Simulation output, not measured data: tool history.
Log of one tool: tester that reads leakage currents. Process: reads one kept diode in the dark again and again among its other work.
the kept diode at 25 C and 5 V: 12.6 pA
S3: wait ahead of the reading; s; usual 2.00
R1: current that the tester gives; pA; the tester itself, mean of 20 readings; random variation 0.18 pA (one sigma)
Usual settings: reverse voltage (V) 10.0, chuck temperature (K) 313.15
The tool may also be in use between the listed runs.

run 1 day=0.000 | reverse_voltage_(V)=10.0 chuck_temperature_(K)=313.15 S3=2.00 | R1=66.63
run 2 day=4.296 | reverse_voltage_(V)=10.0 chuck_temperature_(K)=313.15 S3=2.00 | R1=67.25
run 3 day=8.596 | reverse_voltage_(V)=10.0 chuck_temperature_(K)=313.15 S3=2.00 | R1=67.24
run 4 day=11.767 | reverse_voltage_(V)=10.0 chuck_temperature_(K)=325.15 S3=2.00 | R1=132.85
run 5 day=16.117 | reverse_voltage_(V)=10.0 chuck_temperature_(K)=325.15 S3=2.00 | R1=131.68
run 6 day=19.717 | reverse_voltage_(V)=10.0 chuck_temperature_(K)=325.15 S3=2.00 | R1=132.16
run 7 day=24.142 | reverse_voltage_(V)=10.0 chuck_temperature_(K)=325.15 S3=2.00 | R1=132.47
run 8 day=27.825 | reverse_voltage_(V)=8.8 chuck_temperature_(K)=313.15 S3=2.00 | R1=62.63
run 9 day=30.438 | reverse_voltage_(V)=8.8 chuck_temperature_(K)=313.15 S3=2.00 | R1=62.51
run 10 day=34.850 | reverse_voltage_(V)=8.8 chuck_temperature_(K)=313.15 S3=1.32 | R1=63.61
run 11 day=39.383 | reverse_voltage_(V)=8.8 chuck_temperature_(K)=313.15 S3=1.32 | R1=63.48
run 12 day=44.492 | reverse_voltage_(V)=10.0 chuck_temperature_(K)=313.15 S3=2.00 | R1=68.69
run 13 day=48.050 | reverse_voltage_(V)=10.0 chuck_temperature_(K)=313.15 S3=2.00 | R1=68.63
run 14 day=53.000 | reverse_voltage_(V)=10.0 chuck_temperature_(K)=313.15 S3=2.00 | R1=68.61
run 15 day=57.196 | reverse_voltage_(V)=10.0 chuck_temperature_(K)=313.15 S3=2.00 | R1=68.98
run 16 day=61.662 | reverse_voltage_(V)=10.0 chuck_temperature_(K)=313.15 S3=2.00 | R1=69.31
run 17 day=64.092 | reverse_voltage_(V)=10.0 chuck_temperature_(K)=313.15 S3=2.00 | R1=69.13
run 18 day=68.712 | reverse_voltage_(V)=10.0 chuck_temperature_(K)=313.15 S3=2.00 | R1=69.27
run 19 day=72.592 | reverse_voltage_(V)=10.0 chuck_temperature_(K)=329.15 S3=2.00 | R1=165.66
run 20 day=75.146 | reverse_voltage_(V)=10.0 chuck_temperature_(K)=313.15 S3=2.00 | R1=69.18
run 21 day=79.754 | reverse_voltage_(V)=10.0 chuck_temperature_(K)=320.15 S3=5.19 | R1=99.18
run 22 day=82.200 | reverse_voltage_(V)=10.0 chuck_temperature_(K)=315.15 S3=1.56 | R1=77.87
run 23 day=84.975 | reverse_voltage_(V)=10.0 chuck_temperature_(K)=307.15 S3=2.00 | R1=52.34
run 24 day=88.729 | reverse_voltage_(V)=7.9 chuck_temperature_(K)=302.15 S3=0.35 | R1=42.95
run 25 day=93.092 | reverse_voltage_(V)=12.8 chuck_temperature_(K)=313.15 S3=0.74 | R1=87.49

The next listed run, before its measurement:
run 26 day=95.242 | reverse_voltage_(V)=10.0 chuck_temperature_(K)=299.15 S3=2.38 | R1=?

R1: 37.87 pA
Without the tool's hidden state the same run would have given R1 21.68 pA.
